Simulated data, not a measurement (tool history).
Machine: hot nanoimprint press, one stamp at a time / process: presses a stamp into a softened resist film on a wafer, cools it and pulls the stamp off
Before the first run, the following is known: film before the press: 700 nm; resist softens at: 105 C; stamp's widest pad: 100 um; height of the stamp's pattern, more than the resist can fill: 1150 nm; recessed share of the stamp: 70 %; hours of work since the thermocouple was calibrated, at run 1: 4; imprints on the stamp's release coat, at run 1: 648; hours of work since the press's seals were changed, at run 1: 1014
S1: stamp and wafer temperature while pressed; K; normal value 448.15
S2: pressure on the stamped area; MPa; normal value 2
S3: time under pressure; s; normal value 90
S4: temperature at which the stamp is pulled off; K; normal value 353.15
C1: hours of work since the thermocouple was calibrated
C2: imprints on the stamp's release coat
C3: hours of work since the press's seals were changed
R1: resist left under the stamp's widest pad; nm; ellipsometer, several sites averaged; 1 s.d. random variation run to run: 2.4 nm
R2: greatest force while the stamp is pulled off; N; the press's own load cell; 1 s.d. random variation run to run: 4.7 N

run 1 day=0 | S1=448.15 S2=2 S3=90 S4=353.15 | C1=4 C2=648 C3=1014 | R1=398.1 R2=241
run 2 day=0.95 | S1=448.15 S2=2 S3=90 S4=353.15 | C1=20 C2=700 C3=1030 | R1=396.6 R2=252
run 3 day=2.025 | S1=448.15 S2=2 S3=71 S4=353.15 | C1=39 C2=758 C3=1048 | R1=425.3 R2=248
run 4 day=3.321 | S1=448.15 S2=2 S3=71 S4=353.15 | C1=60 C2=829 C3=1070 | R1=426.8 R2=248
run 5 day=4.325 | S1=448.15 S2=2 S3=90 S4=353.15 | C1=77 C2=884 C3=1087 | R1=397.7 R2=262
run 6 day=5.004 | S1=448.15 S2=2 S3=90 S4=349.15 | C1=89 C2=921 C3=1099 | R1=400.3 R2=268
run 7 day=5.742 | S1=448.15 S2=2 S3=90 S4=349.15 | C1=101 C2=962 C3=1111 | R1=397.3 R2=264
run 8 day=6.55 | S1=448.15 S2=2 S3=90 S4=353.15 | C1=115 C2=1006 C3=1125 | R1=398.4 R2=257

Run 9 comes next. What will it give?
run 9 day=7.833 | S1=448.15 S2=2.99 S3=84 S4=353.15 | C1=136 C2=1076 C3=1146 | R1=? R2=?

{"run 9": {"R1": 342, "R2": 271}}
Without the tool's hidden state the same run would have given R1 324.6 nm, R2 242 N.

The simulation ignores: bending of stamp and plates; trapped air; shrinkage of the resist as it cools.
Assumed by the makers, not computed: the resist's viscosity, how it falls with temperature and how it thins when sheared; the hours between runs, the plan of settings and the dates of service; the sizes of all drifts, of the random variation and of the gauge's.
